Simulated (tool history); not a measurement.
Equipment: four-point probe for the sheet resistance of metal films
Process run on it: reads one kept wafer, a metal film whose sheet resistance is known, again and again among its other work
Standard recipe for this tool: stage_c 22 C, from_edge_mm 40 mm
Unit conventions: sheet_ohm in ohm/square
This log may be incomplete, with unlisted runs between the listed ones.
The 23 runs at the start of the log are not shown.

Run 24, hour 1240.6: usual settings but stage_c 24 C, from_edge_mm 10 mm. Result: sheet_ohm 0.068822 ohm/square.
Run 25, hour 1300.9: usual settings but stage_c 23 C, from_edge_mm 9 mm. Result: sheet_ohm 0.068818 ohm/square.
Run 26, hour 1372.8: usual settings but from_edge_mm 7 mm. Result: sheet_ohm 0.068866 ohm/square.
Run 27, hour 1416.0: usual settings but from_edge_mm 7 mm. Result: sheet_ohm 0.068878 ohm/square.
Run 28, hour 1458.4: usual settings but from_edge_mm 4 mm. Result: sheet_ohm 0.069235 ohm/square.
Run 29, hour 1514.9: usual settings but stage_c 28 C, from_edge_mm 4 mm. Result: sheet_ohm 0.069322 ohm/square.
Run 30, hour 1572.8: usual settings but stage_c 28 C, from_edge_mm 4 mm. Result: sheet_ohm 0.069339 ohm/square.
Run 31, hour 1611.3: usual settings but from_edge_mm 7 mm. Result: sheet_ohm 0.068864 ohm/square.
Run 32, hour 1661.8: usual settings but from_edge_mm 21 mm. Result: sheet_ohm 0.068721 ohm/square.
Run 33, hour 1722.3: usual settings but stage_c 24 C, from_edge_mm 5 mm. Result: sheet_ohm 0.069079 ohm/square.
Run 34, hour 1784.9: usual settings but stage_c 21 C, from_edge_mm 5 mm. Result: sheet_ohm 0.069063 ohm/square.
Run 35, hour 1839.2: usual settings but stage_c 19 C, from_edge_mm 5 mm. Result: sheet_ohm 0.069007 ohm/square.
Run 36, hour 1869.8: usual settings but stage_c 19 C, from_edge_mm 5 mm. Result: sheet_ohm 0.069018 ohm/square.
Run 37, hour 1926.1: usual settings but stage_c 19 C, from_edge_mm 5 mm. Result: sheet_ohm 0.069018 ohm/square.

What if the next run were any one of these 4? Each begins from the tool's condition after run 37:
Run A, hour 1966.2: usual settings but stage_c 28 C, from_edge_mm 12 mm. Result: sheet_ohm ?.
Run B, hour 1966.2: usual settings but stage_c 23 C. Result: sheet_ohm ?.
Run C, hour 1966.2: usual settings but stage_c 21 C, from_edge_mm 9 mm. Result: sheet_ohm ?.
Run D, hour 1966.2: usual settings but stage_c 21 C, from_edge_mm 22 mm. Result: sheet_ohm ?.

run  sheet_ohm
  A   0.068827
  B   0.068713
  C   0.068796
  D   0.068675
Stripped of hidden state, with their random variation kept, the same runs would have yielded:
run  sheet_ohm
  A   0.068724
  B   0.068611
  C   0.068695
  D   0.068574
